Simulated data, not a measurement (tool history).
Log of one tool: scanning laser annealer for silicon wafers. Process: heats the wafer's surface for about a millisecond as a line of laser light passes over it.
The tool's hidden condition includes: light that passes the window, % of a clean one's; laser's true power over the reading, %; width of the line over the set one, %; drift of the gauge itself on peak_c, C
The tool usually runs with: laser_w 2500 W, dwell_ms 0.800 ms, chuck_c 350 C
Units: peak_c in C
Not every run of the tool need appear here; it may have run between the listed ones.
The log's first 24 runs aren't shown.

| run | hour | laser_w | dwell_ms | chuck_c | hours of work since the window was cleaned | hours of work since the power meter was calibrated | hours of work since the optics were aligned | peak_c |
|---|---|---|---|---|---|---|---|---|
| 25 | 473.9 | 2165 | 0.731 | 311 | 98 | 245 | 82 | 870 |
| 26 | 485.9 | 2165 | 0.731 | 346 | 104 | 250 | 88 | 905 |
| 27 | 502.5 | 2165 | 0.731 | 346 | 111 | 258 | 95 | 905 |
| 28 | 529.8 | 2657 | 0.994 | 370 | 122 | 269 | 106 | 1233 |
| 29 | 549.8 | 2517 | 0.839 | 365 | 131 | 278 | 115 | 1096 |
| 30 | 567.8 | 2500 | 0.596 | 350 | 139 | 285 | 123 | 940 |
| 31 | 591.0 | 2500 | 0.868 | 350 | 149 | 295 | 133 | 1085 |
| 32 | 616.8 | 2453 | 0.766 | 385 | 160 | 306 | 144 | 1051 |
| 33 | 636.1 | 2453 | 0.766 | 385 | 168 | 315 | 152 | 1050 |
| 34 | 653.8 | 2453 | 0.766 | 385 | 175 | 322 | 159 | 1049 |

Predict each of these 3 candidate next runs independently; none follows another, all start after run 34:
| A | 670.8 | 2464 | 0.636 | 350 | 183 | 330 | 167 | ? |
| B | 670.8 | 2419 | 0.793 | 331 | 183 | 330 | 167 | ? |
| C | 670.8 | 2169 | 0.747 | 380 | 183 | 330 | 167 | ? |

| run | peak_c |
|---|---|
| A | 950 |
| B | 999 |
| C | 943 |
Had the tool no hidden state, the same runs would have come out as:
| run | peak_c |
|---|---|
| A | 968 |
| B | 1019 |
| C | 960 |
